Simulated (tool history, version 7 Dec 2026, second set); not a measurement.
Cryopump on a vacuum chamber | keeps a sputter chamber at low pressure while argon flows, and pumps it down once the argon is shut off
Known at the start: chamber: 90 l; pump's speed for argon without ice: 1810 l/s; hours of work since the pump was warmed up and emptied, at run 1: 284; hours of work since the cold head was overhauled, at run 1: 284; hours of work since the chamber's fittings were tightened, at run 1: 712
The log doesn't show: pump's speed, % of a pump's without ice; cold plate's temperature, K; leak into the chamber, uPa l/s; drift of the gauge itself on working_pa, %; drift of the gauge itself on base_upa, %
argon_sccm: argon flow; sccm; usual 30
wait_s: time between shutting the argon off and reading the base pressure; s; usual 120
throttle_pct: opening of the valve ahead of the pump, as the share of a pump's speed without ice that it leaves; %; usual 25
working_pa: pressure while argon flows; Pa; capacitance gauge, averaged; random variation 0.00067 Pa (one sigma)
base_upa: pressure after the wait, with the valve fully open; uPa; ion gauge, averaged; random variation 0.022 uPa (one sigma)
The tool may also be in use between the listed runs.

run,hour,argon_sccm,wait_s,throttle_pct,hours of work since the pump was warmed up and emptied,hours of work since the cold head was overhauled,hours of work since the chamber's fittings were tightened,working_pa,base_upa
1,0.0,30,120,25,284,284,712,0.1166,0.82
2,14.0,30,120,25,291,291,719,0.1156,0.85
3,22.6,30,120,25,295,295,724,0.1152,0.83
4,32.6,30,120,25,300,300,729,0.1160,0.86
5,47.5,30,120,25,308,308,736,0.1153,0.83
6,57.6,30,120,25,313,313,741,0.1159,0.88
7,65.1,30,120,25,317,317,745,0.1157,0.84
8,81.7,30,120,25,325,325,754,0.1157,0.85
9,92.8,30,120,25,331,331,759,0.1155,0.83
10,101.6,17,120,25,335,335,764,0.0661,0.86
11,112.2,17,120,25,340,340,769,0.0660,0.82
12,122.3,40,120,25,345,345,774,0.1538,0.85
13,131.5,30,120,25,350,350,779,0.1166,0.86
14,139.5,30,120,25,354,354,783,0.1160,0.86
15,152.4,30,120,25,361,361,789,0.1179,0.86
16,161.8,45,120,25,365,365,794,0.1745,0.91
17,175.9,23,120,25,373,373,801,0.0912,0.87
18,183.5,23,29,40,376,376,805,0.0579,2.42
19,196.6,23,29,40,383,383,811,0.0583,2.46
20,210.3,51,50,40,390,390,818,0.1287,1.51
21,226.1,51,50,40,398,398,826,0.1306,1.58
22,235.3,28,47,20,402,402,831,0.1365,1.65
23,246.0,30,33,38,408,408,836,0.0788,2.17
24,261.8,20,33,21,416,416,844,0.0927,2.19
25,277.2,44,33,47,424,424,852,0.0958,2.34
26,290.5,16,228,25,430,430,859,0.0631,0.67
27,306.4,33,95,16,438,438,867,0.2004,1.06
28,314.5,33,95,16,442,442,871,0.2002,1.01

The next listed run, before its measurement:
29,328.4,29,90,25,449,449,878,?,?

{"run 29": {"working_pa": 0.1142, "base_upa": 1.05}}
Without the tool's hidden state the same run would have given working_pa 0.1080 Pa, base_upa 0.83 uPa.
